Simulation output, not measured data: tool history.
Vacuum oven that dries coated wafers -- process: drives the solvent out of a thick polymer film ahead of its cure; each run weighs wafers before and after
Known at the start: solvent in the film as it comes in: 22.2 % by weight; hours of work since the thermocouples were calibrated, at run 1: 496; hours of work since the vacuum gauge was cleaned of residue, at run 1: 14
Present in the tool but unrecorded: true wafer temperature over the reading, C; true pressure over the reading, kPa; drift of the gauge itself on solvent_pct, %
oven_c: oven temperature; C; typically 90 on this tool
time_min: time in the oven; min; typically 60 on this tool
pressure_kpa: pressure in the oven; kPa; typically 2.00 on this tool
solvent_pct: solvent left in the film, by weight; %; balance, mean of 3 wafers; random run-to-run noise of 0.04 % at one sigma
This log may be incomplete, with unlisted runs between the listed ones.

run,day,oven_c,time_min,pressure_kpa,hours of work since the thermocouples were calibrated,hours of work since the vacuum gauge was cleaned of residue,solvent_pct
1,0.000,90,60,2.00,496,14,3.11
2,4.350,90,60,2.00,555,73,3.21
3,8.329,90,60,2.00,609,127,3.13
4,12.658,76,60,2.00,668,185,10.13
5,16.279,76,60,2.00,717,235,10.08
6,18.671,95,60,2.00,749,267,1.53
7,24.121,90,60,1.78,823,341,3.07
8,26.396,85,60,2.00,854,372,5.41
# day 28.408: oven's thermocouples calibrated
9,29.200,85,60,2.00,11,408,5.45
10,31.642,78,60,2.00,44,441,9.13
11,36.862,78,60,2.00,114,512,9.14
12,40.033,78,60,2.00,157,555,9.07
13,43.204,90,60,1.96,200,598,3.13
14,45.746,90,55,1.29,235,632,3.49
15,48.621,79,55,2.31,274,671,9.33
16,51.483,86,60,2.00,312,710,4.98
17,56.696,79,56,2.00,383,781,8.92
18,62.158,90,106,2.00,457,855,1.13
19,66.071,81,106,2.80,510,908,4.22
20,70.883,81,106,2.80,575,973,4.26
21,73.242,90,34,5.48,607,1005,7.19
22,76.800,90,42,6.16,655,1053,6.12
23,79.579,90,42,6.16,693,1091,6.04
24,82.804,82,42,6.16,737,1134,10.02
25,87.612,88,43,1.49,802,1199,5.89

Forecast each of these 5 alternatives for the next run:
A,90.579,90,60,1.97,842,1239,?
B,90.579,87,69,4.05,842,1239,?
C,90.579,92,60,4.31,842,1239,?
D,90.579,89,60,2.00,842,1239,?
E,90.579,90,32,2.00,842,1239,?

run,solvent_pct
A,3.11
B,4.25
C,3.01
D,3.57
E,6.91
With the hidden condition removed and each run's random variation left untouched, the same runs would have given:
run,solvent_pct
A,3.09
B,4.23
C,3.00
D,3.56
E,6.89

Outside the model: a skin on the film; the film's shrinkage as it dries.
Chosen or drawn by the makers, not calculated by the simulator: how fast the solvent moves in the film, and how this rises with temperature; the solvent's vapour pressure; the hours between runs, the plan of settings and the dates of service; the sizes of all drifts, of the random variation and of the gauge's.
